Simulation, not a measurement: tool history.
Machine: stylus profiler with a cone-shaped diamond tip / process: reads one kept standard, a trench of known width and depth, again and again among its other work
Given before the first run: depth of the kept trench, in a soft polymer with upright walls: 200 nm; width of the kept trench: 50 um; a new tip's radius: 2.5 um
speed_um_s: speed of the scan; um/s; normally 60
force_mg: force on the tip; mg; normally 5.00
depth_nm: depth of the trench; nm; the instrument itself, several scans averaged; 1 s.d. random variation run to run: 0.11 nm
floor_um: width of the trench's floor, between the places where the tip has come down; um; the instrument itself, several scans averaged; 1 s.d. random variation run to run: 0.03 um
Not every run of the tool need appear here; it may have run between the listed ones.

{"run": 1, "hour": 0.0, "speed_um_s": 60, "force_mg": 5.0, "depth_nm": 202.28, "floor_um": 47.99}
{"run": 2, "hour": 46.6, "speed_um_s": 60, "force_mg": 5.0, "depth_nm": 202.32, "floor_um": 47.95}
{"run": 3, "hour": 81.6, "speed_um_s": 60, "force_mg": 5.0, "depth_nm": 202.37, "floor_um": 47.93}
{"run": 4, "hour": 101.7, "speed_um_s": 60, "force_mg": 5.0, "depth_nm": 202.21, "floor_um": 47.95}
{"run": 5, "hour": 145.5, "speed_um_s": 60, "force_mg": 5.0, "depth_nm": 202.47, "floor_um": 47.91}
{"run": 6, "hour": 168.7, "speed_um_s": 60, "force_mg": 5.0, "depth_nm": 202.41, "floor_um": 47.91}
{"run": 7, "hour": 212.3, "speed_um_s": 60, "force_mg": 5.0, "depth_nm": 202.22, "floor_um": 47.95}
{"run": 8, "hour": 253.6, "speed_um_s": 60, "force_mg": 5.0, "depth_nm": 202.45, "floor_um": 47.95}
{"run": 9, "hour": 292.2, "speed_um_s": 60, "force_mg": 5.0, "depth_nm": 202.59, "floor_um": 47.9}
{"run": 10, "hour": 313.5, "speed_um_s": 60, "force_mg": 5.0, "depth_nm": 202.58, "floor_um": 47.94}
{"run": 11, "hour": 348.3, "speed_um_s": 60, "force_mg": 2.92, "depth_nm": 201.72, "floor_um": 47.87}
{"run": 12, "hour": 383.4, "speed_um_s": 60, "force_mg": 5.0, "depth_nm": 202.46, "floor_um": 47.99}
{"run": 13, "hour": 430.9, "speed_um_s": 60, "force_mg": 5.0, "depth_nm": 202.55, "floor_um": 47.95}
{"run": 14, "hour": 458.0, "speed_um_s": 60, "force_mg": 5.0, "depth_nm": 202.38, "floor_um": 47.91}
{"run": 15, "hour": 486.1, "speed_um_s": 60, "force_mg": 5.0, "depth_nm": 202.5, "floor_um": 47.99}
{"run": 16, "hour": 529.3, "speed_um_s": 60, "force_mg": 5.0, "depth_nm": 202.53, "floor_um": 47.92}
{"run": 17, "hour": 561.9, "speed_um_s": 60, "force_mg": 5.0, "depth_nm": 202.41, "floor_um": 47.94}
{"run": 18, "hour": 594.2, "speed_um_s": 60, "force_mg": 5.0, "depth_nm": 202.51, "floor_um": 47.97}
{"run": 19, "hour": 625.1, "speed_um_s": 60, "force_mg": 5.0, "depth_nm": 202.28, "floor_um": 47.96}
{"run": 20, "hour": 656.7, "speed_um_s": 60, "force_mg": 5.0, "depth_nm": 202.42, "floor_um": 47.96}
{"run": 21, "hour": 695.1, "speed_um_s": 60, "force_mg": 5.0, "depth_nm": 202.41, "floor_um": 47.92}
{"run": 22, "hour": 727.2, "speed_um_s": 32, "force_mg": 5.0, "depth_nm": 202.27, "floor_um": 48.02}
{"run": 23, "hour": 763.6, "speed_um_s": 60, "force_mg": 10.38, "depth_nm": 203.67, "floor_um": 48.0}
{"run": 24, "hour": 784.2, "speed_um_s": 60, "force_mg": 12.52, "depth_nm": 204.51, "floor_um": 47.95}
{"run": 25, "hour": 829.1, "speed_um_s": 25, "force_mg": 5.0, "depth_nm": 202.26, "floor_um": 48.02}
{"run": 26, "hour": 858.4, "speed_um_s": 25, "force_mg": 5.0, "depth_nm": 202.38, "floor_um": 48.01}
{"run": 27, "hour": 884.7, "speed_um_s": 144, "force_mg": 8.73, "depth_nm": 203.58, "floor_um": 47.86}
{"run": 28, "hour": 929.8, "speed_um_s": 132, "force_mg": 5.92, "depth_nm": 202.73, "floor_um": 47.85}
{"run": 29, "hour": 976.3, "speed_um_s": 117, "force_mg": 1.69, "depth_nm": 201.14, "floor_um": 47.72}
{"run": 30, "hour": 1024.2, "speed_um_s": 24, "force_mg": 12.75, "depth_nm": 204.44, "floor_um": 48.02}
{"run": 31, "hour": 1044.8, "speed_um_s": 180, "force_mg": 5.0, "depth_nm": 202.4, "floor_um": 47.72}
{"run": 32, "hour": 1079.1, "speed_um_s": 104, "force_mg": 4.94, "depth_nm": 202.44, "floor_um": 47.86}
{"run": 33, "hour": 1109.1, "speed_um_s": 167, "force_mg": 5.0, "depth_nm": 202.49, "floor_um": 47.78}
{"run": 34, "hour": 1132.7, "speed_um_s": 16, "force_mg": 4.66, "depth_nm": 202.25, "floor_um": 48.01}
{"run": 35, "hour": 1170.7, "speed_um_s": 96, "force_mg": 6.09, "depth_nm": 202.74, "floor_um": 47.92}
{"run": 36, "hour": 1206.8, "speed_um_s": 24, "force_mg": 2.04, "depth_nm": 201.24, "floor_um": 47.97}
{"run": 37, "hour": 1234.5, "speed_um_s": 24, "force_mg": 13.48, "depth_nm": 204.47, "floor_um": 48.02}
{"run": 38, "hour": 1269.0, "speed_um_s": 24, "force_mg": 13.48, "depth_nm": 204.63, "floor_um": 47.95}
{"run": 39, "hour": 1305.8, "speed_um_s": 123, "force_mg": 13.48, "depth_nm": 204.74, "floor_um": 47.91}
{"run": 40, "hour": 1326.1, "speed_um_s": 37, "force_mg": 7.7, "depth_nm": 203.32, "floor_um": 47.98}
{"run": 41, "hour": 1353.3, "speed_um_s": 37, "force_mg": 2.73, "depth_nm": 201.7, "floor_um": 47.97}
{"run": 42, "hour": 1381.3, "speed_um_s": 37, "force_mg": 2.73, "depth_nm": 201.7, "floor_um": 47.9}
{"run": 43, "hour": 1421.9, "speed_um_s": 37, "force_mg": 2.73, "depth_nm": 201.61, "floor_um": 47.96}
{"run": 44, "hour": 1470.5, "speed_um_s": 27, "force_mg": 13.44, "depth_nm": 204.64, "floor_um": 48.04}
{"run": 45, "hour": 1504.5, "speed_um_s": 117, "force_mg": 1.77, "depth_nm": 201.15, "floor_um": 47.69}
{"run": 46, "hour": 1539.4, "speed_um_s": 119, "force_mg": 2.78, "depth_nm": 201.6, "floor_um": 47.8}

Consider 3 possible next runs. They are alternatives, not a sequence: every one starts from the tool as it was left by run 46. What does each give?
{"run": "A", "hour": 1560.2, "speed_um_s": 60, "force_mg": 6.08, "depth_nm": "?", "floor_um": "?"}
{"run": "B", "hour": 1560.2, "speed_um_s": 90, "force_mg": 2.13, "depth_nm": "?", "floor_um": "?"}
{"run": "C", "hour": 1560.2, "speed_um_s": 63, "force_mg": 2.63, "depth_nm": "?", "floor_um": "?"}

run=A depth_nm=202.81 floor_um=48.00
run=B depth_nm=201.44 floor_um=47.81
run=C depth_nm=201.43 floor_um=47.89
With the hidden condition removed and each run's random variation left untouched, the same runs would have given:
run=A depth_nm=202.80 floor_um=48.01
run=B depth_nm=201.43 floor_um=47.82
run=C depth_nm=201.41 floor_um=47.90

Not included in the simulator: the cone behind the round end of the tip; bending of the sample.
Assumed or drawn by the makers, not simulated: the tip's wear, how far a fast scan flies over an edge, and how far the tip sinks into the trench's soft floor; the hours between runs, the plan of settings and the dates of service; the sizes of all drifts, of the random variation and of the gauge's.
